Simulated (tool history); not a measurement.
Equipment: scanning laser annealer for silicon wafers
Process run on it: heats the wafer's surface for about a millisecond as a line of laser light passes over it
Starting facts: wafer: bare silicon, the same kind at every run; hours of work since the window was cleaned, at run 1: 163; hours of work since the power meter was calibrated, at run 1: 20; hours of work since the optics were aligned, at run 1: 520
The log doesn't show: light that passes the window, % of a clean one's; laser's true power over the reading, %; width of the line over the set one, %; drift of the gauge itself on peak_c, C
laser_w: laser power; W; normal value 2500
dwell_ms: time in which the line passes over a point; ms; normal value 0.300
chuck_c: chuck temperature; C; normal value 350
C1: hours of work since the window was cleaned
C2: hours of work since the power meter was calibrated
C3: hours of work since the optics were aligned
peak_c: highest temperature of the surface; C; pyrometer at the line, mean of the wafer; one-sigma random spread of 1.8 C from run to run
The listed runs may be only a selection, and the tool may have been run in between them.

run 1 hour=0.0 | laser_w=2500 dwell_ms=0.300 chuck_c=350 | C1=163 C2=20 C3=520 | peak_c=1034
run 2 hour=9.9 | laser_w=2500 dwell_ms=0.300 chuck_c=325 | C1=171 C2=27 C3=527 | peak_c=1009
run 3 hour=21.3 | laser_w=2500 dwell_ms=0.300 chuck_c=325 | C1=179 C2=36 C3=536 | peak_c=1008
run 4 hour=41.6 | laser_w=2500 dwell_ms=0.300 chuck_c=350 | C1=195 C2=51 C3=551 | peak_c=1030
run 5 hour=60.3 | laser_w=2500 dwell_ms=0.300 chuck_c=350 | C1=209 C2=65 C3=565 | peak_c=1027
run 6 hour=71.8 | laser_w=2500 dwell_ms=0.300 chuck_c=350 | C1=217 C2=74 C3=574 | peak_c=1034
run 7 hour=84.0 | laser_w=2500 dwell_ms=0.256 chuck_c=350 | C1=226 C2=83 C3=583 | peak_c=972
run 8 hour=99.1 | laser_w=2500 dwell_ms=0.256 chuck_c=350 | C1=238 C2=94 C3=595 | peak_c=974
run 9 hour=117.8 | laser_w=2500 dwell_ms=0.256 chuck_c=350 | C1=252 C2=109 C3=609 | peak_c=969
run 10 hour=130.1 | laser_w=2500 dwell_ms=0.256 chuck_c=350 | C1=261 C2=118 C3=618 | peak_c=972
run 11 hour=139.7 | laser_w=2500 dwell_ms=0.256 chuck_c=350 | C1=268 C2=125 C3=625 | peak_c=970
run 12 hour=159.0 | laser_w=2500 dwell_ms=0.300 chuck_c=350 | C1=283 C2=140 C3=640 | peak_c=1022
run 13 hour=172.4 | laser_w=2500 dwell_ms=0.300 chuck_c=350 | C1=293 C2=150 C3=650 | peak_c=1016
run 14 hour=183.3 | laser_w=2500 dwell_ms=0.300 chuck_c=350 | C1=301 C2=158 C3=658 | peak_c=1020
-- hour=195.6 window over the wafer cleaned
run 15 hour=200.6 | laser_w=2500 dwell_ms=0.300 chuck_c=350 | C1=4 C2=169 C3=670 | peak_c=1049
run 16 hour=211.4 | laser_w=2500 dwell_ms=0.300 chuck_c=350 | C1=12 C2=178 C3=678 | peak_c=1047
run 17 hour=225.5 | laser_w=2500 dwell_ms=0.300 chuck_c=350 | C1=23 C2=188 C3=688 | peak_c=1047
run 18 hour=237.2 | laser_w=2413 dwell_ms=0.300 chuck_c=375 | C1=31 C2=197 C3=697 | peak_c=1042
run 19 hour=258.7 | laser_w=2413 dwell_ms=0.300 chuck_c=375 | C1=47 C2=213 C3=713 | peak_c=1042
run 20 hour=268.1 | laser_w=2638 dwell_ms=0.306 chuck_c=361 | C1=55 C2=220 C3=720 | peak_c=1102
run 21 hour=278.6 | laser_w=2598 dwell_ms=0.359 chuck_c=313 | C1=62 C2=228 C3=728 | peak_c=1105
run 22 hour=298.8 | laser_w=2598 dwell_ms=0.359 chuck_c=313 | C1=78 C2=243 C3=743 | peak_c=1099
run 23 hour=316.6 | laser_w=2598 dwell_ms=0.359 chuck_c=313 | C1=91 C2=257 C3=757 | peak_c=1104
run 24 hour=331.5 | laser_w=2280 dwell_ms=0.376 chuck_c=382 | C1=102 C2=268 C3=768 | peak_c=1081
run 25 hour=349.1 | laser_w=2712 dwell_ms=0.229 chuck_c=389 | C1=116 C2=281 C3=781 | peak_c=1040
run 26 hour=371.1 | laser_w=2544 dwell_ms=0.300 chuck_c=341 | C1=132 C2=298 C3=798 | peak_c=1040
run 27 hour=393.0 | laser_w=2544 dwell_ms=0.300 chuck_c=341 | C1=149 C2=314 C3=814 | peak_c=1038
run 28 hour=411.5 | laser_w=2678 dwell_ms=0.294 chuck_c=381 | C1=163 C2=328 C3=828 | peak_c=1105
run 29 hour=429.3 | laser_w=2387 dwell_ms=0.244 chuck_c=342 | C1=176 C2=342 C3=842 | peak_c=924
run 30 hour=438.7 | laser_w=2310 dwell_ms=0.360 chuck_c=373 | C1=183 C2=349 C3=849 | peak_c=1059
run 31 hour=458.1 | laser_w=2160 dwell_ms=0.357 chuck_c=351 | C1=198 C2=363 C3=863 | peak_c=983
run 32 hour=479.1 | laser_w=2664 dwell_ms=0.236 chuck_c=327 | C1=213 C2=379 C3=879 | peak_c=963
run 33 hour=499.8 | laser_w=2495 dwell_ms=0.236 chuck_c=319 | C1=229 C2=395 C3=895 | peak_c=911
run 34 hour=513.9 | laser_w=2495 dwell_ms=0.236 chuck_c=319 | C1=240 C2=405 C3=905 | peak_c=911

Below, some changes in peak_c between adjacent runs. For each, the amount present without the hidden state too (settings, incoming material, random variation) and the amount remaining for the hidden state with gauge scatter not shared by both compared results:
Run 11 -> 12: dwell_ms 0.256 -> 0.300. peak_c +52 C: hidden state -4, all else +56.
Run 14 -> 15: window over the wafer cleaned. peak_c +29 C: hidden state +29, all else +0.
Run 28 -> 29: laser_w 2678 -> 2387, dwell_ms 0.294 -> 0.244, chuck_c 381 -> 342. peak_c -181 C: hidden state +4, all else -185.
Run 29 -> 30: laser_w 2387 -> 2310, dwell_ms 0.244 -> 0.360, chuck_c 342 -> 373. peak_c +135 C: hidden state -5, all else +140.
Run 30 -> 31: laser_w 2310 -> 2160, dwell_ms 0.360 -> 0.357, chuck_c 373 -> 351. peak_c -76 C: hidden state +1, all else -77.
